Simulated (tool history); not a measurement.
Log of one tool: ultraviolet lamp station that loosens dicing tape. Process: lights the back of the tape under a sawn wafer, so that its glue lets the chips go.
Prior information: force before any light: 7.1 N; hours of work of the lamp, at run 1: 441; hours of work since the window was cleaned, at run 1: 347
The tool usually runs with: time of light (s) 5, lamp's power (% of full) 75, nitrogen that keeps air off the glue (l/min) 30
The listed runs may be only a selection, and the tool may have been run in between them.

run,hour,time of light (s),lamp's power (% of full),nitrogen that keeps air off the glue (l/min),hours of work of the lamp,hours of work since the window was cleaned,force that peels the tape off (N),light that reached the tape (J/m2)
1,0.0,5,75,30,441,347,0.603,2650
2,10.3,5,75,30,449,355,0.646,2620
3,21.5,5,75,30,458,364,0.653,2620
4,35.2,5,75,30,469,374,0.642,2590
5,45.7,5,63,30,477,383,0.975,2160
6,60.6,5,63,30,489,395,0.990,2060
7,78.3,5,75,30,503,409,0.724,2480
8,87.9,5,75,30,511,416,0.724,2470
9,102.5,5,75,30,523,428,0.768,2420
10,119.5,5,75,30,536,441,0.759,2400
11,137.5,5,75,45,550,456,0.568,2370
# hour 141.9: window cleaned of glue's vapour
12,154.6,5,75,52,563,10,0.344,2720
13,171.9,5,61,52,577,24,0.586,2180
14,188.8,5,61,52,591,37,0.601,2170
15,197.6,5,61,52,597,44,0.629,2140
16,208.9,5,61,52,606,53,0.624,2140
17,219.7,5,61,52,615,62,0.643,2100
18,230.9,5,81,30,624,71,0.583,2750
19,245.2,5,75,19,635,82,1.001,2520
20,257.8,5,75,19,645,92,1.028,2530
21,266.4,5,75,19,652,99,1.040,2490
22,284.1,5,75,19,666,113,1.061,2440
23,293.5,5,61,26,674,120,1.236,1970
24,303.6,6,88,26,682,128,0.411,3370
25,311.8,9,62,17,688,135,0.550,3550
26,327.4,8,96,33,700,147,0.137,4780
27,344.3,5,66,42,714,161,0.810,2060
28,356.2,4,84,47,723,170,0.776,2070
29,363.6,4,84,47,729,176,0.782,2050
30,380.7,5,63,30,743,189,1.236,1880
31,396.4,5,79,14,755,202,1.503,2320
32,412.2,7,77,14,768,214,0.905,3160
33,427.5,3,75,30,780,226,2.173,1270
34,440.6,9,73,46,790,237,0.178,3670
35,450.6,5,91,30,798,245,0.665,2500
36,462.9,5,74,10,808,255,2.054,2060
37,479.9,4,74,30,821,268,1.563,1600
# hour 491.2: lamp changed
38,494.9,6,91,34,3,279,0.110,5080
39,512.1,6,91,34,17,293,0.108,5010
40,528.0,5,91,26,29,305,0.240,4100
41,538.8,6,61,35,38,314,0.312,3330
42,550.9,6,96,47,47,324,0.095,5160
43,565.8,8,86,30,59,335,0.093,6090

Take each entry between the runs: how does the hidden state at the last listed run before it differ from the hidden state at the first listed run after it?
Logged between run 11 and run 12: window cleaned of glue's vapour (hour 141.9)
  lamp's light, % of a new lamp's: 70.2 -> 69.6; light that the window lets through, % of a clean one's: 85.7 -> 99.6
  measured result minus the result with no hidden state, force that peels the tape off (N): +0.405 -> +0.210; light that reached the tape (J/m2): -1570 -> -1200
Logged between run 37 and run 38: lamp changed (hour 491.2)
  lamp's light, % of a new lamp's: 56.5 -> 97.6; light that the window lets through, % of a clean one's: 91.4 -> 91
  measured result minus the result with no hidden state, force that peels the tape off (N): +1.144 -> +0.020; light that reached the tape (J/m2): -1500 -> -640

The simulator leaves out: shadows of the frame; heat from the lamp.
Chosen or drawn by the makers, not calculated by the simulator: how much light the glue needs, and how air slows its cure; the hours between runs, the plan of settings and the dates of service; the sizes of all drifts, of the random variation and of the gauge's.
